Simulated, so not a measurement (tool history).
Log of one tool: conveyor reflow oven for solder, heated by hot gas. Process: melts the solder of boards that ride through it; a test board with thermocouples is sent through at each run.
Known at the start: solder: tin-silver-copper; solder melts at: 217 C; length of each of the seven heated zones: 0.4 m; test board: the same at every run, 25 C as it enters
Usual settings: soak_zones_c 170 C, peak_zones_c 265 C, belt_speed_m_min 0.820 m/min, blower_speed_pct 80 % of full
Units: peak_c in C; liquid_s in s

{"run": 1, "hour": 0.0, "soak_zones_c": 170, "peak_zones_c": 265, "belt_speed_m_min": 0.82, "blower_speed_pct": 80, "peak_c": 247.1, "liquid_s": 39.3}
{"run": 2, "hour": 44.0, "soak_zones_c": 170, "peak_zones_c": 265, "belt_speed_m_min": 0.82, "blower_speed_pct": 80, "peak_c": 246.9, "liquid_s": 39.9}
{"run": 3, "hour": 89.2, "soak_zones_c": 170, "peak_zones_c": 265, "belt_speed_m_min": 0.82, "blower_speed_pct": 80, "peak_c": 247.0, "liquid_s": 39.6}
{"run": 4, "hour": 154.1, "soak_zones_c": 170, "peak_zones_c": 265, "belt_speed_m_min": 0.82, "blower_speed_pct": 80, "peak_c": 247.1, "liquid_s": 39.8}
{"hour": 199.9, "done": "flux residue cleaned out of gas plates and filters"}
{"run": 5, "hour": 222.2, "soak_zones_c": 170, "peak_zones_c": 265, "belt_speed_m_min": 0.82, "blower_speed_pct": 80, "peak_c": 248.4, "liquid_s": 41.2}
{"run": 6, "hour": 250.8, "soak_zones_c": 170, "peak_zones_c": 265, "belt_speed_m_min": 0.718, "blower_speed_pct": 80, "peak_c": 252.4, "liquid_s": 50.6}
{"run": 7, "hour": 290.1, "soak_zones_c": 170, "peak_zones_c": 265, "belt_speed_m_min": 0.718, "blower_speed_pct": 80, "peak_c": 252.5, "liquid_s": 50.6}
{"run": 8, "hour": 352.4, "soak_zones_c": 170, "peak_zones_c": 265, "belt_speed_m_min": 0.82, "blower_speed_pct": 80, "peak_c": 248.6, "liquid_s": 40.6}

Forecast run 9:
{"run": 9, "hour": 416.5, "soak_zones_c": 170, "peak_zones_c": 265, "belt_speed_m_min": 0.82, "blower_speed_pct": 80, "peak_c": "?", "liquid_s": "?"}

Run 9 gave peak_c 248.2 C, liquid_s 40.4 s.
Without the tool's hidden state the same run would have given peak_c 248.5 C, liquid_s 40.0 s.
